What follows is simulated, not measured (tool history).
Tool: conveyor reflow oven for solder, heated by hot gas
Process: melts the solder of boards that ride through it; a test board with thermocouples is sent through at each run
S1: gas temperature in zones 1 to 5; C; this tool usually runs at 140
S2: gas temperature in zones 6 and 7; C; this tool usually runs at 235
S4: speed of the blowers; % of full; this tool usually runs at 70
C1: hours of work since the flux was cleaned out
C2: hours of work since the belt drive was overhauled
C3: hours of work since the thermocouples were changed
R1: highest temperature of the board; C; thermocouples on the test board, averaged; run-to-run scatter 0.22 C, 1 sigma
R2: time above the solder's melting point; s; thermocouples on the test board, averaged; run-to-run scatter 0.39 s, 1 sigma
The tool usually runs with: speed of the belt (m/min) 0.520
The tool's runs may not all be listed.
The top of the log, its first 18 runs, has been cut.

Run 19, hour 737.8: usual settings but S1 143 C; C1 28; C2 537; C3 584. Result: R1 218.9 C, R2 54.9 s.
Run 20, hour 767.8: usual settings but S1 133 C, speed of the belt (m/min) 0.566, S4 88 % of full; C1 47; C2 556; C3 604. Result: R1 217.7 C, R2 47.5 s.
Run 21, hour 808.8: usual settings but S1 133 C, speed of the belt (m/min) 0.566, S4 88 % of full; C1 73; C2 582; C3 630. Result: R1 217.8 C, R2 47.8 s.
Run 22, hour 844.2: usual settings but S2 228 C, speed of the belt (m/min) 0.433, S4 89 % of full; C1 96; C2 605; C3 652. Result: R1 220.0 C, R2 68.3 s.
At hour 856.9: thermocouples of zones 6 and 7 changed.
Run 23, hour 871.9: usual settings but S2 228 C, speed of the belt (m/min) 0.433, S4 89 % of full; C1 112; C2 621; C3 10. Result: R1 219.5 C, R2 68.2 s.
Run 24, hour 926.6: usual settings but S2 228 C, speed of the belt (m/min) 0.433, S4 89 % of full; C1 147; C2 656; C3 44. Result: R1 219.3 C, R2 68.5 s.
Run 25, hour 967.4: usual settings but S1 135 C, S2 228 C, speed of the belt (m/min) 0.433, S4 89 % of full; C1 173; C2 682; C3 71. Result: R1 218.7 C, R2 65.5 s.
Run 26, hour 1018.3: usual settings but S1 135 C, S2 240 C, speed of the belt (m/min) 0.433, S4 64 % of full; C1 206; C2 714; C3 103. Result: R1 225.2 C, R2 68.5 s.
Run 27, hour 1043.0: usual settings but S1 135 C, S2 240 C, speed of the belt (m/min) 0.433, S4 64 % of full; C1 222; C2 730; C3 119. Result: R1 225.0 C, R2 68.8 s.
Run 28, hour 1090.9: usual settings but S1 135 C, S2 240 C, speed of the belt (m/min) 0.433, S4 64 % of full; C1 252; C2 761; C3 149. Result: R1 224.7 C, R2 68.7 s.
Run 29, hour 1121.1: usual settings but S1 138 C, S4 56 % of full; C1 271; C2 780; C3 169. Result: R1 212.5 C, R2 47.6 s.
Run 30, hour 1154.2: usual settings but S2 226 C; C1 292; C2 801; C3 190. Result: R1 209.0 C, R2 46.4 s.
Run 31, hour 1192.7: usual settings but S1 132 C, speed of the belt (m/min) 0.476, S4 51 % of full; C1 317; C2 826; C3 214. Result: R1 212.3 C, R2 51.5 s.

Predict each of these 4 candidate next runs independently; none follows another, all start after run 31:
Run A, hour 1227.2: usual settings but S1 132 C, speed of the belt (m/min) 0.443, S4 65 % of full; C1 339; C2 848; C3 236. Result: R1 ?, R2 ?.
Run B, hour 1227.2: usual settings but S2 243 C, speed of the belt (m/min) 0.595; C1 339; C2 848; C3 236. Result: R1 ?, R2 ?.
Run C, hour 1227.2: usual settings but S1 129 C, speed of the belt (m/min) 0.592, S4 83 % of full; C1 339; C2 848; C3 236. Result: R1 ?, R2 ?.
Run D, hour 1227.2: usual settings but S1 155 C; C1 339; C2 848; C3 236. Result: R1 ?, R2 ?.

run     R1    R2
  A  219.3  62.1
  B  217.9  46.2
  C  211.9  39.6
  D  219.5  60.9
With the hidden condition removed and each run's random variation left untouched, the same runs would have given:
run     R1    R2
  A  219.9  61.3
  B  219.2  46.0
  C  213.4  40.0
  D  220.2  60.0

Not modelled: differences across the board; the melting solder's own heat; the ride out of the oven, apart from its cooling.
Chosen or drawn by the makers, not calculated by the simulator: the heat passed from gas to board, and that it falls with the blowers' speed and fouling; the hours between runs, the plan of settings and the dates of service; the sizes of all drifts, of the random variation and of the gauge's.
